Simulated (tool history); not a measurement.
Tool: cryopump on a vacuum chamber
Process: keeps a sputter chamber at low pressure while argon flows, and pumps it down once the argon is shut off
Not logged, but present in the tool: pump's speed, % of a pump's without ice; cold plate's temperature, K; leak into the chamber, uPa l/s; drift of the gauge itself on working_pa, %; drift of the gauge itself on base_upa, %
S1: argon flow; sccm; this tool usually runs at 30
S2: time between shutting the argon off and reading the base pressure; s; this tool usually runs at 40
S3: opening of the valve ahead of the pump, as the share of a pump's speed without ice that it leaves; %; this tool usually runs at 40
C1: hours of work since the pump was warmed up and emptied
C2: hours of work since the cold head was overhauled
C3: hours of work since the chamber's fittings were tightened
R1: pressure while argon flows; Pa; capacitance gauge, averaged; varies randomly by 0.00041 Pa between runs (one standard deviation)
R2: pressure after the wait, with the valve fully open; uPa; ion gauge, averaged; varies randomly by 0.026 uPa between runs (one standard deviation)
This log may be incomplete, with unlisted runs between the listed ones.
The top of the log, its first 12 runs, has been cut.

run 13 hour=183.4 | S1=30 S2=40 S3=40 | C1=348 C2=348 C3=1164 | R1=0.0584 R2=1.75
run 14 hour=202.3 | S1=30 S2=40 S3=40 | C1=360 C2=360 C3=1177 | R1=0.0575 R2=1.78
run 15 hour=210.8 | S1=30 S2=40 S3=40 | C1=366 C2=366 C3=1182 | R1=0.0586 R2=1.77
run 16 hour=223.9 | S1=30 S2=40 S3=40 | C1=374 C2=374 C3=1191 | R1=0.0585 R2=1.76
run 17 hour=238.9 | S1=30 S2=40 S3=40 | C1=384 C2=384 C3=1201 | R1=0.0582 R2=1.8
run 18 hour=248.6 | S1=13 S2=176 S3=52 | C1=390 C2=390 C3=1207 | R1=0.02 R2=1.11
run 19 hour=260 | S1=30 S2=22 S3=23 | C1=398 C2=398 C3=1214 | R1=0.098 R2=2.58
run 20 hour=280.3 | S1=28 S2=22 S3=18 | C1=411 C2=411 C3=1228 | R1=0.1159 R2=2.67
run 21 hour=300.4 | S1=57 S2=289 S3=18 | C1=424 C2=424 C3=1241 | R1=0.2328 R2=1.05
run 22 hour=315.5 | S1=21 S2=289 S3=18 | C1=434 C2=434 C3=1251 | R1=0.087 R2=1
run 23 hour=326.8 | S1=30 S2=73 S3=40 | C1=441 C2=441 C3=1258 | R1=0.0586 R2=1.44
-- hour=338.3 pump warmed up, emptied and cooled again
run 24 hour=344.4 | S1=25 S2=256 S3=42 | C1=4 C2=449 C3=1266 | R1=0.0426 R2=0.87
run 25 hour=361.7 | S1=53 S2=45 S3=51 | C1=15 C2=461 C3=1277 | R1=0.0744 R2=1.57
run 26 hour=375.8 | S1=16 S2=170 S3=20 | C1=24 C2=470 C3=1287 | R1=0.0559 R2=0.94
run 27 hour=394.2 | S1=17 S2=40 S3=40 | C1=36 C2=482 C3=1299 | R1=0.0304 R2=1.66
run 28 hour=413.3 | S1=26 S2=40 S3=40 | C1=49 C2=494 C3=1311 | R1=0.0464 R2=1.7
run 29 hour=427.7 | S1=26 S2=40 S3=40 | C1=58 C2=504 C3=1320 | R1=0.0466 R2=1.69
run 30 hour=435.9 | S1=14 S2=27 S3=49 | C1=64 C2=509 C3=1326 | R1=0.0211 R2=2.18
run 31 hour=449.7 | S1=16 S2=163 S3=37 | C1=73 C2=518 C3=1335 | R1=0.0315 R2=1.05
run 32 hour=468.9 | S1=31 S2=38 S3=40 | C1=85 C2=531 C3=1347 | R1=0.0558 R2=1.72
run 33 hour=484.6 | S1=30 S2=116 S3=40 | C1=95 C2=541 C3=1358 | R1=0.0546 R2=1.13
run 34 hour=496.2 | S1=21 S2=53 S3=30 | C1=103 C2=548 C3=1365 | R1=0.0503 R2=1.48

Here are 3 independent what-if runs from the current tool condition. What would each one return?
run A hour=507.3 | S1=30 S2=22 S3=21 | C1=110 C2=556 C3=1372 | R1=? R2=?
run B hour=507.3 | S1=39 S2=40 S3=40 | C1=110 C2=556 C3=1372 | R1=? R2=?
run C hour=507.3 | S1=21 S2=53 S3=21 | C1=110 C2=556 C3=1372 | R1=? R2=?

run=A R1=0.1023 R2=2.47
run=B R1=0.0711 R2=1.69
run=C R1=0.0726 R2=1.49
Without the tool's hidden state the same runs would have given:
run=A R1=0.1008 R2=1.79
run=B R1=0.0691 R2=1.02
run=C R1=0.0716 R2=0.8

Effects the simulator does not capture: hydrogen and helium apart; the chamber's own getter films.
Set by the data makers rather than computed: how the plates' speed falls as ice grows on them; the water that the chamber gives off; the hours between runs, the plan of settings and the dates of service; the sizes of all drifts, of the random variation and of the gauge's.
